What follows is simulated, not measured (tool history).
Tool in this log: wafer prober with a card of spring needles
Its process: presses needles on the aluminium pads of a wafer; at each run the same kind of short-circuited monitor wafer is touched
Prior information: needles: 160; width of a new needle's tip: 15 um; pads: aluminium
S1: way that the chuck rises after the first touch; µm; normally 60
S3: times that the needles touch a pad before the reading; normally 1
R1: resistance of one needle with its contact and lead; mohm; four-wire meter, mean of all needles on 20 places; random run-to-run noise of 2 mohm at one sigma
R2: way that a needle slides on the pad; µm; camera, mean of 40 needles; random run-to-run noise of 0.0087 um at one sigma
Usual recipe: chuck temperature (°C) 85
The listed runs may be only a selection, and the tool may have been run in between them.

run 1 day=0.000 | S1=60 chuck_temperature_(°C)=85 S3=1 | R1=250 R2=9.192
-- day=0.292 height of the first contact set anew
-- day=1.046 tips cleaned on abrasive film
run 2 day=2.142 | S1=60 chuck_temperature_(°C)=63 S3=1 | R1=274 R2=9.164
-- day=2.371 tips cleaned on abrasive film
-- day=3.692 tips cleaned on abrasive film
-- day=5.250 tips cleaned on abrasive film
run 3 day=5.921 | S1=60 chuck_temperature_(°C)=85 S3=2 | R1=246 R2=9.144
-- day=6.575 tips cleaned on abrasive film
-- day=7.996 tips cleaned on abrasive film
run 4 day=9.125 | S1=60 chuck_temperature_(°C)=85 S3=1 | R1=280 R2=9.130
-- day=9.367 tips cleaned on abrasive film
-- day=10.775 tips cleaned on abrasive film
-- day=12.042 tips cleaned on abrasive film
run 5 day=12.542 | S1=60 chuck_temperature_(°C)=85 S3=1 | R1=261 R2=9.099
-- day=13.296 tips cleaned on abrasive film
-- day=14.062 height of the first contact set anew, once more
-- day=14.662 tips cleaned on abrasive film
-- day=15.967 tips cleaned on abrasive film
run 6 day=16.583 | S1=60 chuck_temperature_(°C)=85 S3=1 | R1=264 R2=9.304
-- day=17.525 tips cleaned on abrasive film
-- day=18.929 tips cleaned on abrasive film
run 7 day=20.117 | S1=60 chuck_temperature_(°C)=85 S3=1 | R1=280 R2=9.304
-- day=20.425 tips cleaned on abrasive film
-- day=21.933 tips cleaned on abrasive film
-- day=23.242 tips cleaned on abrasive film
run 8 day=24.329 | S1=60 chuck_temperature_(°C)=36 S3=1 | R1=272 R2=9.269
-- day=24.646 tips cleaned on abrasive film
-- day=26.067 tips cleaned on abrasive film
run 9 day=27.100 | S1=60 chuck_temperature_(°C)=36 S3=1 | R1=270 R2=9.269
-- day=27.417 tips cleaned on abrasive film
-- day=28.750 tips cleaned on abrasive film
-- day=30.067 tips cleaned on abrasive film
run 10 day=30.446 | S1=60 chuck_temperature_(°C)=36 S3=1 | R1=256 R2=9.228
-- day=31.342 tips cleaned on abrasive film
-- day=32.679 tips cleaned on abrasive film
-- day=34.008 tips cleaned on abrasive film
run 11 day=34.496 | S1=50 chuck_temperature_(°C)=36 S3=1 | R1=280 R2=7.650
-- day=35.092 height of the first contact set anew
-- day=35.300 tips cleaned on abrasive film
-- day=36.658 tips cleaned on abrasive film
run 12 day=37.554 | S1=50 chuck_temperature_(°C)=36 S3=1 | R1=292 R2=7.763
-- day=37.992 tips cleaned on abrasive film
-- day=39.325 tips cleaned on abrasive film
run 13 day=40.225 | S1=50 chuck_temperature_(°C)=36 S3=1 | R1=295 R2=7.760
-- day=40.833 tips cleaned on abrasive film
-- day=42.233 tips cleaned on abrasive film
run 14 day=43.025 | S1=51 chuck_temperature_(°C)=84 S3=1 | R1=294 R2=7.899
-- day=43.588 tips cleaned on abrasive film
-- day=45.067 tips cleaned on abrasive film
run 15 day=45.067 | S1=51 chuck_temperature_(°C)=84 S3=1 | R1=227 R2=7.874
-- day=46.417 tips cleaned on abrasive film
run 16 day=47.221 | S1=51 chuck_temperature_(°C)=30 S3=3 | R1=239 R2=7.855
-- day=47.850 tips cleaned on abrasive film
-- day=49.183 tips cleaned on abrasive film
run 17 day=49.183 | S1=43 chuck_temperature_(°C)=71 S3=2 | R1=218 R2=6.606
-- day=50.721 tips cleaned on abrasive film
run 18 day=51.383 | S1=43 chuck_temperature_(°C)=71 S3=2 | R1=273 R2=6.578
-- day=52.217 tips cleaned on abrasive film
-- day=53.529 tips cleaned on abrasive film
-- day=54.825 tips cleaned on abrasive film
run 19 day=55.579 | S1=43 chuck_temperature_(°C)=71 S3=2 | R1=283 R2=6.558
-- day=56.038 height of the first contact set anew
-- day=56.354 tips cleaned on abrasive film
-- day=57.633 tips cleaned on abrasive film
-- day=58.979 tips cleaned on abrasive film
run 20 day=59.567 | S1=65 chuck_temperature_(°C)=64 S3=2 | R1=237 R2=10.093

Branching from run 20: 3 alternative next runs. What would each branch give?
-- day=60.254 tips cleaned on abrasive film
-- day=61.638 tips cleaned on abrasive film
-- day=63.083 tips cleaned on abrasive film
run A day=63.296 | S1=53 chuck_temperature_(°C)=73 S3=2 | R1=? R2=?
-- day=60.254 tips cleaned on abrasive film
-- day=61.638 tips cleaned on abrasive film
-- day=63.083 tips cleaned on abrasive film
run B day=63.296 | S1=60 chuck_temperature_(°C)=59 S3=2 | R1=? R2=?
-- day=60.254 tips cleaned on abrasive film
-- day=61.638 tips cleaned on abrasive film
-- day=63.083 tips cleaned on abrasive film
run C day=63.296 | S1=62 chuck_temperature_(°C)=85 S3=1 | R1=? R2=?

run=A R1=239 R2=8.192
run=B R1=224 R2=9.271
run=C R1=239 R2=9.585
With the hidden condition removed and each run's random variation left untouched, the same runs would have given:
run=A R1=215 R2=8.247
run=B R1=204 R2=9.327
run=C R1=210 R2=9.640

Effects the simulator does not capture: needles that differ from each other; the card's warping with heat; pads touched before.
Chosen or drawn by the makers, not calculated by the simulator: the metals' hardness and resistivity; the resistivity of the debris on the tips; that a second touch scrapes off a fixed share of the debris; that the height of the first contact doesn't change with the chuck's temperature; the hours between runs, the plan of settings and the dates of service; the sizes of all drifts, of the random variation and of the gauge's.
